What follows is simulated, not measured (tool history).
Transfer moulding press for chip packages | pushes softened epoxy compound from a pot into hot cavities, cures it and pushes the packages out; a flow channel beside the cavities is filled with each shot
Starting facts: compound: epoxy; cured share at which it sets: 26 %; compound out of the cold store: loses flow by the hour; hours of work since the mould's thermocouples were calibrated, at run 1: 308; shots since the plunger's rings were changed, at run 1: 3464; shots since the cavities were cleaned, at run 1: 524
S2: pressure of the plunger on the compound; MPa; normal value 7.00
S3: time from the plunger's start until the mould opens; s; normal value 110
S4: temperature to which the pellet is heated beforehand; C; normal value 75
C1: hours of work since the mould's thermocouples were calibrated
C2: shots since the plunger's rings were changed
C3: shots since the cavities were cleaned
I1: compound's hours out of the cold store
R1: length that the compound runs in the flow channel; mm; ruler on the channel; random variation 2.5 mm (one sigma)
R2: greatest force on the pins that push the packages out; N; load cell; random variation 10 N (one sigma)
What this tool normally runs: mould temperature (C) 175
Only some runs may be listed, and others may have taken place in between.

{"run": 1, "hour": 0.0, "mould temperature (C)": 175, "S2": 7.0, "S3": 110, "S4": 75, "C1": 308, "C2": 3464, "C3": 524, "I1": 28.7, "R1": 609, "R2": 488}
{"run": 2, "hour": 10.4, "mould temperature (C)": 175, "S2": 7.0, "S3": 136, "S4": 75, "C1": 313, "C2": 3547, "C3": 607, "I1": 32.0, "R1": 598, "R2": 422}
{"run": 3, "hour": 27.7, "mould temperature (C)": 175, "S2": 7.0, "S3": 136, "S4": 75, "C1": 322, "C2": 3684, "C3": 744, "I1": 30.9, "R1": 603, "R2": 427}
{"run": 4, "hour": 38.0, "mould temperature (C)": 175, "S2": 7.0, "S3": 136, "S4": 75, "C1": 327, "C2": 3766, "C3": 826, "I1": 41.2, "R1": 556, "R2": 411}
{"run": 5, "hour": 47.1, "mould temperature (C)": 176, "S2": 7.0, "S3": 110, "S4": 75, "C1": 332, "C2": 3838, "C3": 898, "I1": 41.7, "R1": 547, "R2": 469}
{"hour": 59.1, "done": "cavities cleaned with cleaning compound and waxed"}
{"run": 6, "hour": 65.0, "mould temperature (C)": 175, "S2": 7.0, "S3": 97, "S4": 75, "C1": 340, "C2": 3968, "C3": 47, "I1": 20.2, "R1": 657, "R2": 580}
{"run": 7, "hour": 81.2, "mould temperature (C)": 175, "S2": 7.0, "S3": 97, "S4": 79, "C1": 349, "C2": 4097, "C3": 176, "I1": 9.2, "R1": 715, "R2": 610}
{"hour": 93.5, "done": "plunger's sealing rings changed"}
{"run": 8, "hour": 94.2, "mould temperature (C)": 175, "S2": 7.0, "S3": 97, "S4": 79, "C1": 354, "C2": 5, "C3": 259, "I1": 16.3, "R1": 674, "R2": 604}
{"run": 9, "hour": 113.4, "mould temperature (C)": 175, "S2": 7.6, "S3": 110, "S4": 75, "C1": 364, "C2": 158, "C3": 412, "I1": 29.5, "R1": 632, "R2": 485}
{"run": 10, "hour": 125.0, "mould temperature (C)": 175, "S2": 7.6, "S3": 110, "S4": 75, "C1": 370, "C2": 250, "C3": 504, "I1": 24.0, "R1": 652, "R2": 499}
{"run": 11, "hour": 135.4, "mould temperature (C)": 175, "S2": 7.6, "S3": 110, "S4": 75, "C1": 375, "C2": 333, "C3": 587, "I1": 34.9, "R1": 613, "R2": 474}

Run 12 has not been measured yet. What should we expect?
{"run": 12, "hour": 144.5, "mould temperature (C)": 167, "S2": 7.88, "S3": 143, "S4": 67, "C1": 380, "C2": 405, "C3": 659, "I1": 31.3, "R1": "?", "R2": "?"}

For run 12 the tool returned R1 652 mm, R2 488 N.
If the tool had no hidden condition, the same run with the same run-to-run variation would have returned R1 653 mm, R2 484 N.
